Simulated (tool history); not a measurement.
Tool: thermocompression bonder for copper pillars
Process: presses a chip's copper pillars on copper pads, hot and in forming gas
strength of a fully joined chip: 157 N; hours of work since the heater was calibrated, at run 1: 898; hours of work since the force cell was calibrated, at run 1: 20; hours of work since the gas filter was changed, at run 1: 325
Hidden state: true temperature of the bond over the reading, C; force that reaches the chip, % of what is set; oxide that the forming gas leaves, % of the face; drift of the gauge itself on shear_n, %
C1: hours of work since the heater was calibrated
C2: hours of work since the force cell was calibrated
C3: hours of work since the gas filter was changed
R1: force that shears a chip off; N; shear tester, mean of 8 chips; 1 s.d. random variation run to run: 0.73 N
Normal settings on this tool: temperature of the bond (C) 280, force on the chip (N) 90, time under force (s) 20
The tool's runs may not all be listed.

run 1 hour=0.0 | temperature_of_the_bond_(C)=280 force_on_the_chip_(N)=90 time_under_force_(s)=20 | C1=898 C2=20 C3=325 | R1=103.4
run 2 hour=15.1 | temperature_of_the_bond_(C)=280 force_on_the_chip_(N)=90 time_under_force_(s)=20 | C1=907 C2=28 C3=333 | R1=104.9
run 3 hour=31.6 | temperature_of_the_bond_(C)=280 force_on_the_chip_(N)=90 time_under_force_(s)=20 | C1=917 C2=38 C3=343 | R1=103.3
run 4 hour=43.3 | temperature_of_the_bond_(C)=280 force_on_the_chip_(N)=90 time_under_force_(s)=20 | C1=923 C2=45 C3=350 | R1=103.2
-- hour=53.1 heater calibrated with a thermocouple chip
run 5 hour=61.4 | temperature_of_the_bond_(C)=280 force_on_the_chip_(N)=90 time_under_force_(s)=20 | C1=5 C2=54 C3=359 | R1=104.5
run 6 hour=77.9 | temperature_of_the_bond_(C)=280 force_on_the_chip_(N)=90 time_under_force_(s)=20 | C1=14 C2=64 C3=369 | R1=105.4
run 7 hour=87.9 | temperature_of_the_bond_(C)=280 force_on_the_chip_(N)=90 time_under_force_(s)=20 | C1=20 C2=70 C3=375 | R1=104.9
run 8 hour=103.6 | temperature_of_the_bond_(C)=280 force_on_the_chip_(N)=90 time_under_force_(s)=20 | C1=29 C2=79 C3=384 | R1=104.5
run 9 hour=119.8 | temperature_of_the_bond_(C)=280 force_on_the_chip_(N)=90 time_under_force_(s)=20 | C1=39 C2=88 C3=393 | R1=103.3
run 10 hour=129.3 | temperature_of_the_bond_(C)=307 force_on_the_chip_(N)=90 time_under_force_(s)=20 | C1=44 C2=94 C3=399 | R1=125.2
run 11 hour=141.9 | temperature_of_the_bond_(C)=280 force_on_the_chip_(N)=90 time_under_force_(s)=20 | C1=52 C2=101 C3=406 | R1=104.0
run 12 hour=149.9 | temperature_of_the_bond_(C)=280 force_on_the_chip_(N)=90 time_under_force_(s)=20 | C1=56 C2=106 C3=411 | R1=104.0
-- hour=155.4 heater calibrated with a thermocouple chip, once more
run 13 hour=160.5 | temperature_of_the_bond_(C)=271 force_on_the_chip_(N)=90 time_under_force_(s)=20 | C1=3 C2=111 C3=416 | R1=86.7
run 14 hour=175.8 | temperature_of_the_bond_(C)=271 force_on_the_chip_(N)=90 time_under_force_(s)=20 | C1=12 C2=119 C3=424 | R1=88.4
run 15 hour=189.8 | temperature_of_the_bond_(C)=301 force_on_the_chip_(N)=130 time_under_force_(s)=13 | C1=20 C2=128 C3=433 | R1=122.7
run 16 hour=205.8 | temperature_of_the_bond_(C)=259 force_on_the_chip_(N)=64 time_under_force_(s)=20 | C1=29 C2=137 C3=442 | R1=56.4
run 17 hour=215.7 | temperature_of_the_bond_(C)=259 force_on_the_chip_(N)=64 time_under_force_(s)=20 | C1=35 C2=143 C3=448 | R1=57.1
run 18 hour=223.1 | temperature_of_the_bond_(C)=280 force_on_the_chip_(N)=90 time_under_force_(s)=25 | C1=39 C2=147 C3=452 | R1=101.5
run 19 hour=236.9 | temperature_of_the_bond_(C)=280 force_on_the_chip_(N)=90 time_under_force_(s)=25 | C1=47 C2=155 C3=460 | R1=100.7
run 20 hour=246.1 | temperature_of_the_bond_(C)=280 force_on_the_chip_(N)=90 time_under_force_(s)=25 | C1=53 C2=160 C3=465 | R1=102.8
run 21 hour=256.4 | temperature_of_the_bond_(C)=280 force_on_the_chip_(N)=90 time_under_force_(s)=17 | C1=59 C2=166 C3=471 | R1=89.9
run 22 hour=266.1 | temperature_of_the_bond_(C)=280 force_on_the_chip_(N)=134 time_under_force_(s)=18 | C1=64 C2=172 C3=477 | R1=116.7
run 23 hour=282.4 | temperature_of_the_bond_(C)=280 force_on_the_chip_(N)=134 time_under_force_(s)=18 | C1=74 C2=181 C3=486 | R1=115.5
-- hour=289.8 forming gas filter changed
run 24 hour=296.8 | temperature_of_the_bond_(C)=280 force_on_the_chip_(N)=134 time_under_force_(s)=18 | C1=82 C2=190 C3=4 | R1=127.7
run 25 hour=314.0 | temperature_of_the_bond_(C)=281 force_on_the_chip_(N)=100 time_under_force_(s)=50 | C1=92 C2=200 C3=14 | R1=135.3
run 26 hour=327.9 | temperature_of_the_bond_(C)=281 force_on_the_chip_(N)=100 time_under_force_(s)=50 | C1=100 C2=208 C3=22 | R1=133.9
run 27 hour=345.8 | temperature_of_the_bond_(C)=281 force_on_the_chip_(N)=74 time_under_force_(s)=35 | C1=110 C2=218 C3=33 | R1=107.2
run 28 hour=363.1 | temperature_of_the_bond_(C)=284 force_on_the_chip_(N)=82 time_under_force_(s)=59 | C1=120 C2=228 C3=43 | R1=130.4

Table of differences, measured result less the result of that run with no hidden state. Run-to-run variation is the same in both. Gauge scatter possibly is not:
run=1 R1=-0.9
run=2 R1=-1.0
run=3 R1=-1.1
run=4 R1=-1.2
run=5 R1=+0.6
run=6 R1=+0.5
run=7 R1=+0.5
run=8 R1=+0.3
run=9 R1=+0.2
run=10 R1=-3.6
run=11 R1=+0.0
run=12 R1=-0.1
run=13 R1=-7.4
run=14 R1=-7.7
run=15 R1=-10.4
run=16 R1=-5.2
run=17 R1=-5.3
run=18 R1=-9.2
run=19 R1=-9.2
run=20 R1=-9.5
run=21 R1=-8.5
run=22 R1=-10.9
run=23 R1=-10.9
run=24 R1=-0.4
run=25 R1=-0.5
run=26 R1=-0.7
run=27 R1=-0.8
run=28 R1=-1.1
